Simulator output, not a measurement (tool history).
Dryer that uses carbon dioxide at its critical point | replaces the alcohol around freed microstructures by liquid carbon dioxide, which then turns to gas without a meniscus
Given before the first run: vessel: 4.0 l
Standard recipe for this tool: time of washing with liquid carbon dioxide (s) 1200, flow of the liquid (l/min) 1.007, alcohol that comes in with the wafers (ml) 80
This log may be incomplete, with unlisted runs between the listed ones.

run   hour  time of washing with liquid carbon dioxide (s)  flow of the liquid (l/min)  alcohol that comes in with the wafers (ml)  alcohol left in the vessel before it's heated (ppm by volume)
  1      0                                            1200                       1.007                                          80                                                            453
  2    5.3                                            1200                       1.007                                          80                                                            455
  3    9.8                                            1200                       1.007                                          80                                                            469
  4   18.4                                            1200                       1.007                                          74                                                            415
  5   26.9                                            1200                       1.007                                          80                                                            468
  6   33.2                                            1200                       1.007                                          80                                                            458
  7   37.6                                            1200                       1.007                                          80                                                            452
  8   45.4                                            1200                       1.007                                          80                                                            460
  9   51.8                                            1200                       1.007                                          80                                                            478
 10   55.7                                            1200                       1.007                                          72                                                            424
 11   63.1                                            1200                       1.007                                          80                                                            475
 12     67                                            1200                       1.007                                          80                                                            479
 13   73.4                                            1200                       1.007                                          80                                                            465
 14   80.1                                             780                       1.007                                          80                                                           1778
 15   86.2                                             780                       1.007                                          80                                                           1777
 16   89.8                                            1620                       1.007                                          80                                                            133
 17   93.5                                            1200                       1.007                                          36                                                            235
 18  102.4                                            1800                           1                                          83                                                             97
 19  111.4                                            1200                           1                                          55                                                            368
 20  117.8                                            1200                           1                                          55                                                            359
 21  124.5                                             960                       1.007                                          44                                                            570
 22  128.2                                            1800                        0.83                                          32                                                             99
 23  135.1                                            1560                        1.51                                          32                                                             16
 24    142                                            1560                        1.51                                          32                                                             21
 25  147.9                                            1560                        1.51                                          32                                                             14
 26  154.9                                            1440                         0.9                                          82                                                            419
 27  160.5                                            1260                       1.007                                          30                                                            166
 28  164.5                                             960                        0.68                                          80                                                           2816
 29  173.4                                            1560                        0.68                                          52                                                            553
 30  178.3                                            1380                        0.64                                          22                                                            400

Below are 3 alternative next runs, each starting from the tool's condition after run 30. Predict each:
  A  186.3                                            1200                       1.007                                          27                                                              ?
  B  186.3                                            1080                        1.29                                         105                                                              ?
  C  186.3                                            1620                        0.78                                          80                                                              ?

run  alcohol left in the vessel before it's heated (ppm by volume)
  A                                                            193
  B                                                            390
  C                                                            465
With the hidden condition removed and each run's random variation left untouched, the same runs would have given:
run  alcohol left in the vessel before it's heated (ppm by volume)
  A                                                            129
  B                                                            242
  C                                                            306
